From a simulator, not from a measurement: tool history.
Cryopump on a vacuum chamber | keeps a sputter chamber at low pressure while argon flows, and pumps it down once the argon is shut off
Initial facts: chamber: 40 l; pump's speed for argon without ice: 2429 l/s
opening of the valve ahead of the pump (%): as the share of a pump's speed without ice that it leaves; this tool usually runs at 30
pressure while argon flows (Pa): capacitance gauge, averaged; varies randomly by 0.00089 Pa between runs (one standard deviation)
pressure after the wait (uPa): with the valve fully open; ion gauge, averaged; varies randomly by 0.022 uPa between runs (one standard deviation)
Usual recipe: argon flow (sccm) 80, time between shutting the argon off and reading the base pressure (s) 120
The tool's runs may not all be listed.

run    hour  argon flow (sccm)  time between shutting the argon off and reading the base pressure (s)  opening of the valve ahead of the pump (%)  pressure while argon flows (Pa)  pressure after the wait (uPa)
  1       0                 80                                                                    120                                          30                           0.1889                           1.92
  2    21.9                 80                                                                    199                                          30                           0.1874                           1.73
  3    65.3                 80                                                                     30                                          30                           0.1888                           3.36
  4    89.3                 80                                                                    173                                          30                           0.1885                            1.7
  5     127                 80                                                                    120                                          30                           0.1889                              2
  6     168                 80                                                                    120                                          30                            0.191                           1.96
  7   199.5                 80                                                                    120                                          30                           0.1911                           2.07
  8     222                 80                                                                    120                                          30                           0.1913                           2.08
  9   244.4                 80                                                                    120                                          35                           0.1655                           2.06
 10   287.5                 80                                                                    120                                          35                           0.1647                           2.07
 11   317.4                 80                                                                    120                                          35                           0.1645                           2.11
      344.6  -- leaking fittings of the chamber tightened, without venting
 12   356.4                 80                                                                    120                                          35                           0.1639                           0.63
 13   402.1                 80                                                                    120                                          35                           0.1649                           0.68
 14   440.7                 79                                                                    120                                          35                           0.1643                           0.66
 15   459.9                 67                                                                    120                                          35                           0.1392                           0.65
 16   482.6                 67                                                                    120                                          35                           0.1393                            0.7
 17     525                 67                                                                    120                                          35                            0.139                           0.68
 18     561                 67                                                                    120                                          59                           0.0864                           0.71
 19   596.4                 52                                                                     49                                          16                            0.231                            1.4
 20   621.3                 52                                                                     49                                          16                           0.2304                           1.43
 21   664.4                 40                                                                     80                                          58                           0.0525                           0.95
 22     702                 38                                                                    130                                          36                           0.0781                           0.72
 23   743.1                 38                                                                    130                                          36                           0.0793                           0.78
      756.5  -- pump warmed up, emptied and cooled again
 24     792                138                                                                    130                                          34                           0.2849                           0.69
 25   819.9                138                                                                    130                                          34                            0.284                           0.71
 26     853                154                                                                     31                                          34                           0.3161                           2.16
 27   883.9                151                                                                     22                                          27                           0.3916                           2.82
 28   918.3                 80                                                                    156                                          33                           0.1707                           0.67
 29   938.2                 55                                                                     56                                          45                           0.0877                           1.35
 30     957                 54                                                                    120                                          28                           0.1356                           0.83
 31   987.8                101                                                                    294                                          17                           0.4182                           0.52
 32  1026.2                114                                                                     25                                          24                           0.3365                            2.7
 33  1053.9                114                                                                     25                                          24                           0.3367                           2.62
 34  1096.3                114                                                                     25                                          24                           0.3355                           2.73
 35    1141                 66                                                                    120                                          60                           0.0795                           0.89

What would each run have given without the hidden state, its run-to-run variation left as it was?
Hidden conditions of the tool in this case: pump's speed, % of a pump's without ice; cold plate's temperature, K; leak into the chamber, uPa l/s; drift of the gauge itself on working_pa, %; drift of the gauge itself on base_upa, %.
run  pressure while argon flows (Pa)  pressure after the wait (uPa)
  1                           0.1864                           0.61
  2                           0.1846                           0.39
  3                           0.1856                           2.01
  4                           0.1851                            0.4
  5                           0.1852                            0.6
  6                           0.1868                           0.57
  7                           0.1866                           0.62
  8                           0.1865                           0.62
  9                           0.1605                           0.59
 10                           0.1593                            0.6
 11                           0.1587                            0.6
 12                           0.1578                            0.6
 13                           0.1583                           0.64
 14                           0.1573                           0.61
 15                           0.1331                           0.59
 16                           0.1329                           0.63
 17                           0.1323                            0.6
 18                           0.0793                           0.61
 19                           0.2253                           1.29
 20                           0.2245                            1.3
 21                           0.0476                            0.8
 22                           0.0733                           0.56
 23                           0.0742                            0.6
 24                           0.2829                           0.54
 25                           0.2815                           0.55
 26                           0.3128                           1.98
 27                           0.3878                           2.64
 28                           0.1684                           0.48
 29                            0.086                           1.15
 30                           0.1337                           0.62
 31                           0.4144                           0.29
 32                           0.3316                           2.46
 33                           0.3314                           2.36
 34                           0.3296                           2.45
 35                           0.0757                            0.6

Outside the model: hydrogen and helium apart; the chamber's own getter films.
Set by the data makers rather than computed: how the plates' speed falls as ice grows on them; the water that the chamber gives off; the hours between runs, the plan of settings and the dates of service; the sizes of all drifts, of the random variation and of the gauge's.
